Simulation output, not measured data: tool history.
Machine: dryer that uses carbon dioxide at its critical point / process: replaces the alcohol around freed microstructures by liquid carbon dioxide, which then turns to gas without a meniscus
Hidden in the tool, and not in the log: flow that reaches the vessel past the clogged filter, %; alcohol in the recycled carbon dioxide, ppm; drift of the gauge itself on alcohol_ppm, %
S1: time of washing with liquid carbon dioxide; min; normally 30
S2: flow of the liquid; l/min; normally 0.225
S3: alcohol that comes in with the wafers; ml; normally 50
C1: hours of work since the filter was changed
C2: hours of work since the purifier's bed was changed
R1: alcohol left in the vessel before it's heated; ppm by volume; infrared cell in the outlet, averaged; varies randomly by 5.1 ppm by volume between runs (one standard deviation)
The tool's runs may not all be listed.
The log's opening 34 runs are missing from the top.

Run 35, hour 583.7: usual settings but S1 43 min, S2 0.222 l/min, S3 23 ml; C1 48; C2 346. Result: R1 81 ppm by volume.
Run 36, hour 607.8: usual settings but S1 43 min, S2 0.222 l/min, S3 23 ml; C1 56; C2 355. Result: R1 72 ppm by volume.
Run 37, hour 625.6: usual settings but S1 20 min, S2 0.142 l/min, S3 66 ml; C1 63; C2 362. Result: R1 4588 ppm by volume.
Run 38, hour 644.9: usual settings but S2 0.361 l/min, S3 95 ml; C1 70; C2 369. Result: R1 83 ppm by volume.
Run 39, hour 669.1: usual settings but S1 42 min; C1 78; C2 377. Result: R1 89 ppm by volume.
Run 40, hour 681.2: usual settings but S1 42 min; C1 83; C2 382. Result: R1 82 ppm by volume.
Run 41, hour 702.0: usual settings but S1 42 min; C1 90; C2 389. Result: R1 77 ppm by volume.
Run 42, hour 715.6: usual settings but S2 0.168 l/min, S3 38 ml; C1 95; C2 394. Result: R1 465 ppm by volume.
Run 43, hour 730.0: usual settings but S2 0.168 l/min, S3 38 ml; C1 100; C2 399. Result: R1 462 ppm by volume.
Run 44, hour 744.8: usual settings but S1 29 min, S2 0.268 l/min, S3 32 ml; C1 106; C2 404. Result: R1 110 ppm by volume.
Run 45, hour 768.5: usual settings but S1 29 min, S2 0.268 l/min, S3 32 ml; C1 114; C2 413. Result: R1 121 ppm by volume.
Run 46, hour 788.0: usual settings but S1 28 min, S2 0.268 l/min, S3 58 ml; C1 121; C2 420. Result: R1 171 ppm by volume.

What if the next run were any one of these 4? Each begins from the tool's condition after run 46:
Run A, hour 802.7: usual settings but S1 25 min, S2 0.285 l/min, S3 61 ml; C1 126; C2 425. Result: R1 ?.
Run B, hour 802.7: usual settings but S2 0.292 l/min; C1 126; C2 425. Result: R1 ?.
Run C, hour 802.7: usual settings but S1 44 min, S2 0.232 l/min, S3 79 ml; C1 126; C2 425. Result: R1 ?.
Run D, hour 802.7: usual settings but S1 37 min, S2 0.315 l/min, S3 25 ml; C1 126; C2 425. Result: R1 ?.

run   R1
  A  213
  B  107
  C   92
  D   83
Take away the tool's hidden state, keep each run's random variation, and the runs would have read:
run  R1
  A  63
  B  12
  C   6
  D   1
